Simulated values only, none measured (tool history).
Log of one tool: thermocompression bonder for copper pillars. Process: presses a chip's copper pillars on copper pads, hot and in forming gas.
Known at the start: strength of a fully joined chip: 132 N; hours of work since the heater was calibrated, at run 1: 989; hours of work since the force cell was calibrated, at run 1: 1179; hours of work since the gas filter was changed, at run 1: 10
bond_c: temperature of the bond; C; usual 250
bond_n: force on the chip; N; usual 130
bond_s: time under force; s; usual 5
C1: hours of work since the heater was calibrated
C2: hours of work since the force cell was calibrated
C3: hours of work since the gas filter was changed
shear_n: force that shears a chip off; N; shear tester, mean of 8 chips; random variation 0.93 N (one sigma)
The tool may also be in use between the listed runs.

Run 1, day 0: usual settings; C1 989; C2 1179; C3 10. Result: shear_n 78.3 N.
Run 2, day 2.783: usual settings but bond_s 4 s; C1 1039; C2 1228; C3 59. Result: shear_n 73.8 N.
Run 3, day 5.321: usual settings; C1 1083; C2 1272; C3 104. Result: shear_n 77.2 N.
Run 4, day 8.496: usual settings; C1 1139; C2 1329; C3 160. Result: shear_n 78.6 N.
At day 10.171: force cell calibrated.
Run 5, day 11.05: usual settings; C1 1184; C2 16; C3 204. Result: shear_n 79.1 N.
Run 6, day 12.971: usual settings but bond_n 162 N; C1 1217; C2 49; C3 238. Result: shear_n 88 N.
Run 7, day 15.117: usual settings but bond_s 3 s; C1 1255; C2 87; C3 276. Result: shear_n 65.3 N.
At day 17.825: forming gas filter changed.
Run 8, day 18.375: usual settings; C1 1312; C2 145; C3 10. Result: shear_n 77 N.
Run 9, day 20.929: usual settings; C1 1358; C2 190; C3 55. Result: shear_n 77.5 N.
Run 10, day 24.229: usual settings; C1 1416; C2 248; C3 113. Result: shear_n 77.7 N.
Run 11, day 27.321: usual settings but bond_n 86 N; C1 1470; C2 302; C3 168. Result: shear_n 61.6 N.
Run 12, day 30.383: usual settings but bond_n 86 N; C1 1525; C2 357; C3 222. Result: shear_n 59 N.
At day 31.95: heater calibrated with a thermocouple chip.
Run 13, day 33.121: usual settings but bond_n 86 N; C1 21; C2 403; C3 269. Result: shear_n 61.3 N.
At day 36.254: forming gas filter changed.
Run 14, day 36.562: usual settings but bond_n 86 N; C1 81; C2 464; C3 5. Result: shear_n 60.7 N.
Run 15, day 38.204: usual settings but bond_n 86 N; C1 110; C2 493; C3 34. Result: shear_n 62.1 N.
Run 16, day 41.508: usual settings but bond_c 222 C, bond_n 133 N, bond_s 6 s; C1 168; C2 551; C3 93. Result: shear_n 53.4 N.
Run 17, day 43.175: usual settings but bond_c 222 C, bond_n 133 N, bond_s 6 s; C1 198; C2 581; C3 122. Result: shear_n 53.7 N.
Run 18, day 46.771: usual settings but bond_c 246 C, bond_s 3 s; C1 261; C2 644; C3 186. Result: shear_n 62.6 N.
Run 19, day 50.462: usual settings but bond_c 246 C, bond_s 3 s; C1 327; C2 709; C3 251. Result: shear_n 62 N.
Run 20, day 53.667: usual settings but bond_n 116 N, bond_s 7 s; C1 383; C2 766; C3 307. Result: shear_n 80.4 N.
At day 54.621: forming gas filter changed.
Run 21, day 57.558: usual settings but bond_c 265 C, bond_n 99 N, bond_s 3 s; C1 452; C2 834; C3 52. Result: shear_n 70.6 N.
Run 22, day 60.825: usual settings but bond_s 4 s; C1 509; C2 892; C3 110. Result: shear_n 73.5 N.
Run 23, day 64.65: usual settings but bond_c 238 C, bond_n 166 N, bond_s 11 s; C1 577; C2 960; C3 177. Result: shear_n 92.2 N.
Run 24, day 66.358: usual settings but bond_c 265 C, bond_n 112 N, bond_s 11 s; C1 607; C2 990; C3 207. Result: shear_n 104 N.
Run 25, day 68.633: usual settings but bond_c 247 C, bond_n 154 N; C1 647; C2 1030; C3 247. Result: shear_n 81.2 N.
Run 26, day 71.871: usual settings but bond_c 249 C, bond_n 97 N, bond_s 9 s; C1 704; C2 1087; C3 305. Result: shear_n 79.3 N.
At day 72.979: forming gas filter changed.
Run 27, day 73.496: usual settings but bond_c 235 C, bond_s 7 s; C1 733; C2 1115; C3 9. Result: shear_n 70.2 N.
Run 28, day 76.908: usual settings but bond_c 226 C, bond_s 4 s; C1 793; C2 1176; C3 69. Result: shear_n 49.2 N.
Run 29, day 78.888: usual settings but bond_c 240 C, bond_n 98 N, bond_s 4 s; C1 828; C2 1211; C3 104. Result: shear_n 52.7 N.

Forecast each of these 4 alternatives for the next run:
Run A, day 82.308: usual settings but bond_c 243 C, bond_n 98 N, bond_s 7 s; C1 888; C2 1271; C3 165. Result: shear_n ?.
Run B, day 82.308: usual settings; C1 888; C2 1271; C3 165. Result: shear_n ?.
Run C, day 82.308: usual settings but bond_c 221 C, bond_n 158 N, bond_s 12 s; C1 888; C2 1271; C3 165. Result: shear_n ?.
Run D, day 82.308: usual settings but bond_c 240 C, bond_n 98 N, bond_s 4 s; C1 888; C2 1271; C3 165. Result: shear_n ?.

run  shear_n
  A     67.5
  B     79.3
  C     75.4
  D     51.4
Without the tool's hidden state the same runs would have given:
run  shear_n
  A     67.9
  B     79.7
  C     75.8
  D     51.7
